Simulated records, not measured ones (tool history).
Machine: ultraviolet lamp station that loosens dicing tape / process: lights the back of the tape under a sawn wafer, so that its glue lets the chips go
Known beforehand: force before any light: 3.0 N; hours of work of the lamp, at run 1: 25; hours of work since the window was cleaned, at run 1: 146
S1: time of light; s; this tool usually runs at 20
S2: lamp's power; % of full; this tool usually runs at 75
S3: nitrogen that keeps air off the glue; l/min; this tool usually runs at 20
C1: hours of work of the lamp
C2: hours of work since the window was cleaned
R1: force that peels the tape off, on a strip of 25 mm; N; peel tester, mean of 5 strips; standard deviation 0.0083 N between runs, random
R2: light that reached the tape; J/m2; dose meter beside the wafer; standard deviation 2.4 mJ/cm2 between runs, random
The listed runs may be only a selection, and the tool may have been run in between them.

run 1 hour=0.0 | S1=20 S2=75 S3=20 | C1=25 C2=146 | R1=0.325 R2=2770
run 2 hour=6.5 | S1=20 S2=75 S3=20 | C1=29 C2=150 | R1=0.333 R2=2770
run 3 hour=13.2 | S1=30 S2=75 S3=20 | C1=33 C2=154 | R1=0.157 R2=4160
run 4 hour=18.3 | S1=30 S2=75 S3=20 | C1=36 C2=157 | R1=0.155 R2=4150
run 5 hour=26.1 | S1=20 S2=75 S3=20 | C1=41 C2=161 | R1=0.332 R2=2780
run 6 hour=37.6 | S1=20 S2=75 S3=20 | C1=47 C2=168 | R1=0.342 R2=2760
run 7 hour=44.4 | S1=20 S2=75 S3=20 | C1=51 C2=172 | R1=0.325 R2=2780
run 8 hour=52.7 | S1=20 S2=75 S3=20 | C1=56 C2=177 | R1=0.327 R2=2790
run 9 hour=61.2 | S1=13 S2=75 S3=20 | C1=61 C2=182 | R1=0.680 R2=1800
run 10 hour=67.4 | S1=11 S2=73 S3=7 | C1=65 C2=186 | R1=1.161 R2=1490
run 11 hour=73.7 | S1=20 S2=66 S3=20 | C1=69 C2=189 | R1=0.431 R2=2430
run 12 hour=78.6 | S1=25 S2=93 S3=10 | C1=71 C2=192 | R1=0.203 R2=4270
run 13 hour=84.0 | S1=13 S2=96 S3=20 | C1=75 C2=195 | R1=0.453 R2=2320
run 14 hour=91.6 | S1=31 S2=65 S3=20 | C1=79 C2=200 | R1=0.171 R2=3740
-- hour=103.4 window cleaned of glue's vapour
run 15 hour=103.4 | S1=19 S2=75 S3=27 | C1=86 C2=0 | R1=0.308 R2=2620

Hidden state at the last listed run before each entry between runs and at the first one after, where it differs:
From run 14 to run 15: window cleaned of glue's vapour (hour 103.4)
  light that the window lets through, % of a clean one's: 99.9 -> 100
